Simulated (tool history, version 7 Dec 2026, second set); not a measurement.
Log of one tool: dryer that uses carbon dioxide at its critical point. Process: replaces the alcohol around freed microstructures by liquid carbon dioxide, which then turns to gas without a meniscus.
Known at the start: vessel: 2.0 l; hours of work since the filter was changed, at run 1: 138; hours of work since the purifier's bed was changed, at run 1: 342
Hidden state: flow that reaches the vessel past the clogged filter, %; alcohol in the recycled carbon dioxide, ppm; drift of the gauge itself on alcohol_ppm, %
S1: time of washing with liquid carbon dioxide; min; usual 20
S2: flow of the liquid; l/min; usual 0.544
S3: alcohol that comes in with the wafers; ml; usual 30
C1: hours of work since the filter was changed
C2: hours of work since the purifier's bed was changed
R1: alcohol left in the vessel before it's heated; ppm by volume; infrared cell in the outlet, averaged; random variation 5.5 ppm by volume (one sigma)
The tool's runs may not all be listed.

run,day,S1,S2,S3,C1,C2,R1
1,0,20,0.544,30,138,342,225
2,0.596,20,0.544,30,147,351,240
3,1.221,20,0.544,30,156,360,242
4,1.7,20,0.544,30,163,368,237
5,2.083,20,0.544,30,169,373,238
6,2.571,20,0.544,58,176,380,447
7,3.183,20,0.544,30,185,389,252
8,3.812,20,0.544,30,194,399,272
9,4.5,20,0.544,30,204,409,270
10,5.279,20,0.544,30,216,420,264
11,6.004,19,0.544,30,227,431,321
12,6.738,20,0.544,30,238,442,279
13,7.071,20,0.544,38,242,447,343
14,7.421,20,0.544,38,248,452,355
15,8.054,29,0.344,62,257,462,710
16,8.688,12,0.404,37,266,471,2950
17,9.25,12,0.544,42,275,479,1813
18,9.983,23,0.544,40,286,490,236
19,10.738,20,0.857,76,297,501,120
20,11.308,31,0.781,52,305,510,67
21,11.95,31,0.781,52,315,519,66
22,12.704,26,0.479,40,326,530,251
23,13.354,26,0.479,40,335,540,255
24,14.071,26,0.479,40,346,551,270

4 ways to go on from here, each from the tool as it stands after run 24. What would each give?
A,14.742,20,0.544,45,356,561,?
B,14.742,26,0.479,62,356,561,?
C,14.742,13,0.532,30,356,561,?
D,14.742,19,0.422,49,356,561,?

run,R1
A,485
B,377
C,1235
D,1325
Without the tool's hidden state the same runs would have given:
run,R1
A,238
B,164
C,810
D,822
